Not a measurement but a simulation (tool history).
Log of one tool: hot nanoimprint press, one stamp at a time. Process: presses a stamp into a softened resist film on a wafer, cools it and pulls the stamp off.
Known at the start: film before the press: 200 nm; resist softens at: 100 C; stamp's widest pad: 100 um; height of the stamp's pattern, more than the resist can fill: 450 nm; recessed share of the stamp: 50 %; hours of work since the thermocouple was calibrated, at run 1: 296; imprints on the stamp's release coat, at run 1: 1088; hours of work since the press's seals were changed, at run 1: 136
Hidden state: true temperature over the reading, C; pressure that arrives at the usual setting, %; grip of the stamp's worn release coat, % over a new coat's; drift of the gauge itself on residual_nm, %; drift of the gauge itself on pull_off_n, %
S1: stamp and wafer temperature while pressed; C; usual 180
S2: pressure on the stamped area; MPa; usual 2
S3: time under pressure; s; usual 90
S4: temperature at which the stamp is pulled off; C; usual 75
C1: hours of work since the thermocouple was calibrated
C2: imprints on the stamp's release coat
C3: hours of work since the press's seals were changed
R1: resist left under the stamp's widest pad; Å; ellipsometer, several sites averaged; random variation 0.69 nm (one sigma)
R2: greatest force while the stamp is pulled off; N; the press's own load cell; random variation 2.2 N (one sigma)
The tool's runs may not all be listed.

run	hour	S1	S2	S3	S4	C1	C2	C3	R1	R2
1	0	180	2	90	75	296	1088	136	827	131
2	26.5	180	2	90	75	312	1221	153	815	133
# hour 48.3: stamp cleaned and given a new release coat
3	78.9	180	2	90	75	341	153	182	832	102
4	106.4	180	2	90	75	359	291	200	827	106
# hour 135.5: plate thermocouple calibrated
5	167.6	180	2	64	75	20	584	236	950	115
6	231.1	180	2	90	75	60	902	276	859	127
# hour 256.2: plate thermocouple calibrated, once more
7	274.4	180	2	90	75	11	1105	301	794	130
# hour 322.1: stamp cleaned and given a new release coat
8	326.7	187	2	90	75	41	23	331	603	99
9	388.2	187	2	146	75	79	332	369	489	107
10	428.9	187	2	146	75	105	536	395	493	114
11	481	187	2	146	75	138	797	428	496	126
12	539.9	174	2	90	75	175	1092	465	1036	126
# hour 591.3: stamp cleaned and given a new release coat
13	605.9	174	2	90	75	213	74	503	1046	97
14	640.8	180	2	90	75	234	249	524	825	105
15	684.5	180	2	90	75	262	468	552	821	111

The next listed run, before its measurement:
16	711.6	180	2	90	75	279	604	569	?	?

{"run 16": {"R1": 828, "R2": 114}}
Without the tool's hidden state the same run would have given R1 803 Å, R2 95 N.
